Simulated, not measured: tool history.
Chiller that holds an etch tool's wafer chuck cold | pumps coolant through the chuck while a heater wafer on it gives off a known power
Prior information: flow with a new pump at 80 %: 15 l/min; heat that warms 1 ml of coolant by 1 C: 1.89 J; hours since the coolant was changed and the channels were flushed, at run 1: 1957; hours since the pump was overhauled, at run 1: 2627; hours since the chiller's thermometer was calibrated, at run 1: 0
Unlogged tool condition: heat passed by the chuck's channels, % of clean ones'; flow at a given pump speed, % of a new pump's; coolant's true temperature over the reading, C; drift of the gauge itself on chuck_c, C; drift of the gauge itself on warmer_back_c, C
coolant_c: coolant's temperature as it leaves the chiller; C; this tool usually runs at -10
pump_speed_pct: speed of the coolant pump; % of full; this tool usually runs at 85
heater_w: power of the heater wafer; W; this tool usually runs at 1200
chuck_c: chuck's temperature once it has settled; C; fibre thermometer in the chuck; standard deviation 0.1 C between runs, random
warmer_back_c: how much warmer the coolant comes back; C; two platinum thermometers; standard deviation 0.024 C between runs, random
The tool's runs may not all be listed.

run,hour,coolant_c,pump_speed_pct,heater_w,hours since the coolant was changed and the channels were flushed,hours since the pump was overhauled,hours since the chiller's thermometer was calibrated,chuck_c,warmer_back_c
1,0.0,-10,85,1200,1957,2627,0,3.5,2.45
2,84.5,-10,85,1200,2041,2711,85,3.6,2.49
3,150.9,-10,85,1200,2108,2778,151,3.9,2.50
4,189.2,-10,85,1200,2146,2816,189,3.9,2.47
5,268.7,-10,85,1200,2225,2895,269,3.8,2.45
6,315.0,-10,85,1200,2272,2942,315,3.7,2.45
7,367.6,-10,85,1200,2324,2994,368,3.8,2.46
8,428.4,-10,76,1200,2385,3055,428,5.2,2.78
9,483.0,-10,85,1200,2440,3110,483,3.9,2.43
10,557.5,-10,85,1050,2514,3184,558,2.3,2.15
11,618.6,-10,85,1050,2575,3245,619,2.1,2.16
12,681.8,-10,90,725,2639,3309,682,-1.9,1.42
13,726.9,-10,90,725,2684,3354,727,-1.9,1.40

The next listed run, before its measurement:
14,811.7,-13,67,712,2768,3438,812,?,?

{"run 14": {"chuck_c": -2.8, "warmer_back_c": 1.88}}
With the hidden condition absent and the run-to-run variation left alone, this run would have shown chuck_c -3.7 C, warmer_back_c 1.82 C.
